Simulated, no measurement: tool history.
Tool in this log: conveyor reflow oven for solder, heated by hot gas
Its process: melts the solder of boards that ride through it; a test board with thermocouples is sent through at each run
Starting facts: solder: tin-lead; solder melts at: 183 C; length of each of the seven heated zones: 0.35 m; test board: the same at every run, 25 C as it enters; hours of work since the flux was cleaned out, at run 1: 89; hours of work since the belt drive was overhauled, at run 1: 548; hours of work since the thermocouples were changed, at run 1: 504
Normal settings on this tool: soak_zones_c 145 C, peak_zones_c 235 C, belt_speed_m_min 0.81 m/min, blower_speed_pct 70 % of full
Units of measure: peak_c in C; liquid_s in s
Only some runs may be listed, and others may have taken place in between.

run   hour  soak_zones_c  peak_zones_c  belt_speed_m_min  blower_speed_pct  hours of work since the flux was cleaned out  hours of work since the belt drive was overhauled  hours of work since the thermocouples were changed  peak_c  liquid_s
  1      0           145           235              0.81                70                                            89                                                548                                                 504   220.2      43.4
  2   34.5           145           235              0.81                70                                           108                                                567                                                 523   220.8      43.6
  3   59.1           145           235              0.81                70                                           121                                                581                                                 537   220.2      43.4
  4  104.1           145           235              0.81                70                                           146                                                606                                                 562   220.4      43.1
     136.1  -- thermocouples of zones 6 and 7 changed
  5  141.7           145           235              0.81                70                                           166                                                625                                                   3   221.7      43.9
  6  168.1           139           235              0.81                70                                           181                                                640                                                  18   220.3      41.8
     179.9  -- flux residue cleaned out of gas plates and filters
  7  221.6           139           235              0.81                81                                            23                                                667                                                  45   223.9      44.2
  8  255.6           145           235              0.81                70                                            42                                                686                                                  64   222.8      44.5
  9  282.2           134           235              0.81                70                                            57                                                701                                                  78   220.7      41.1
 10  333.2           145           247              0.81                70                                            85                                                729                                                 107   233.3      48.4
     339.5  -- belt drive overhauled, speed set with a stopwatch
 11  371.4           136           238             0.738                83                                           104                                                 18                                                 126   228.8      50.6
 12  405.6           145           243             0.937                76                                           123                                                 37                                                 145   226.6      40.1
 13  453.1           145           243             0.937                76                                           150                                                 63                                                 171   226.5      40.1
 14  496.2           145           243             0.937                76                                           173                                                 87                                                 195     226      39.9
     521.1  -- flux residue cleaned out of gas plates and filters
 15  539.3           143           235              0.81                70                                            10                                                108                                                 216   223.2      44.6
 16  567.1           145           229              0.81                66                                            26                                                124                                                 232   217.2      42.9
     599.7  -- belt drive overhauled, speed set with a stopwatch, once more
 17  606.6           131           235              0.81                84                                            45                                                  4                                                 251   223.2      40.6

Predict the results of run 18:
 18  630.9           132           226             0.871                84                                            59                                                 17                                                 265       ?         ?

peak_c: 211.9 C
liquid_s: 33.2 s
If the tool had no hidden condition, the same run with the same run-to-run variation would have returned peak_c 213.1 C, liquid_s 33.9 s.
